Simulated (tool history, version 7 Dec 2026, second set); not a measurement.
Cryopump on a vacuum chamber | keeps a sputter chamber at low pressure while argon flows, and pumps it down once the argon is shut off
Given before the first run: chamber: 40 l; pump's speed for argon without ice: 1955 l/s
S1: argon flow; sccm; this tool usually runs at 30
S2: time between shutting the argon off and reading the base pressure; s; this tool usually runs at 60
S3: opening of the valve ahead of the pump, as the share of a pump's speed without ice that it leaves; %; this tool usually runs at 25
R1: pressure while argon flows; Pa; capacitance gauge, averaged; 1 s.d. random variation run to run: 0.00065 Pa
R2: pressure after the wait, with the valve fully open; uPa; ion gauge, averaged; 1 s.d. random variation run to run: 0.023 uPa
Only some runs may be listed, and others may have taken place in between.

{"run": 1, "hour": 0.0, "S1": 30, "S2": 60, "S3": 25, "R1": 0.1117, "R2": 0.93}
{"run": 2, "hour": 19.0, "S1": 30, "S2": 69, "S3": 25, "R1": 0.1137, "R2": 0.84}
{"run": 3, "hour": 34.8, "S1": 30, "S2": 60, "S3": 23, "R1": 0.1226, "R2": 0.95}
{"hour": 51.1, "done": "pump warmed up, emptied and cooled again"}
{"run": 4, "hour": 55.8, "S1": 30, "S2": 60, "S3": 23, "R1": 0.1116, "R2": 0.85}
{"run": 5, "hour": 73.4, "S1": 30, "S2": 60, "S3": 25, "R1": 0.1035, "R2": 0.84}
{"run": 6, "hour": 86.1, "S1": 28, "S2": 60, "S3": 25, "R1": 0.0969, "R2": 0.85}
{"run": 7, "hour": 99.1, "S1": 28, "S2": 60, "S3": 25, "R1": 0.0979, "R2": 0.86}
{"run": 8, "hour": 114.7, "S1": 28, "S2": 60, "S3": 25, "R1": 0.0991, "R2": 0.87}
{"run": 9, "hour": 132.8, "S1": 28, "S2": 60, "S3": 25, "R1": 0.0982, "R2": 0.9}
{"run": 10, "hour": 150.9, "S1": 28, "S2": 60, "S3": 25, "R1": 0.0986, "R2": 0.84}
{"run": 11, "hour": 168.3, "S1": 28, "S2": 60, "S3": 25, "R1": 0.0982, "R2": 0.91}
{"run": 12, "hour": 177.5, "S1": 28, "S2": 60, "S3": 25, "R1": 0.0986, "R2": 0.88}
{"run": 13, "hour": 189.6, "S1": 28, "S2": 60, "S3": 25, "R1": 0.0991, "R2": 0.91}
{"run": 14, "hour": 201.9, "S1": 28, "S2": 60, "S3": 25, "R1": 0.0994, "R2": 0.93}
{"run": 15, "hour": 217.2, "S1": 28, "S2": 60, "S3": 25, "R1": 0.0991, "R2": 0.94}
{"run": 16, "hour": 228.3, "S1": 45, "S2": 60, "S3": 21, "R1": 0.1909, "R2": 0.91}
{"run": 17, "hour": 237.7, "S1": 45, "S2": 60, "S3": 21, "R1": 0.1921, "R2": 0.94}
{"run": 18, "hour": 254.0, "S1": 14, "S2": 283, "S3": 25, "R1": 0.0509, "R2": 0.52}
{"run": 19, "hour": 262.0, "S1": 14, "S2": 283, "S3": 25, "R1": 0.0512, "R2": 0.48}
{"run": 20, "hour": 276.6, "S1": 14, "S2": 283, "S3": 25, "R1": 0.0508, "R2": 0.49}
{"run": 21, "hour": 293.9, "S1": 26, "S2": 30, "S3": 21, "R1": 0.1119, "R2": 1.46}
{"run": 22, "hour": 304.3, "S1": 26, "S2": 30, "S3": 21, "R1": 0.113, "R2": 1.42}
{"run": 23, "hour": 317.1, "S1": 26, "S2": 26, "S3": 21, "R1": 0.1128, "R2": 1.6}
{"run": 24, "hour": 336.0, "S1": 41, "S2": 60, "S3": 35, "R1": 0.1095, "R2": 0.98}
{"run": 25, "hour": 353.5, "S1": 12, "S2": 40, "S3": 34, "R1": 0.0335, "R2": 1.27}
{"run": 26, "hour": 368.7, "S1": 12, "S2": 40, "S3": 34, "R1": 0.0336, "R2": 1.26}
{"run": 27, "hour": 376.8, "S1": 45, "S2": 54, "S3": 25, "R1": 0.1657, "R2": 1.03}

3 options for the next run, each taken on its own from the tool as it stands now. Forecast them:
{"run": "A", "hour": 391.6, "S1": 30, "S2": 54, "S3": 58, "R1": "?", "R2": "?"}
{"run": "B", "hour": 391.6, "S1": 13, "S2": 60, "S3": 25, "R1": "?", "R2": "?"}
{"run": "C", "hour": 391.6, "S1": 30, "S2": 127, "S3": 45, "R1": "?", "R2": "?"}

run=A R1=0.0525 R2=1.09
run=B R1=0.0492 R2=0.99
run=C R1=0.0645 R2=0.69
Take away the tool's hidden state, keep each run's random variation, and the runs would have read:
run=A R1=0.0449 R2=0.79
run=B R1=0.0459 R2=0.71
run=C R1=0.057 R2=0.4
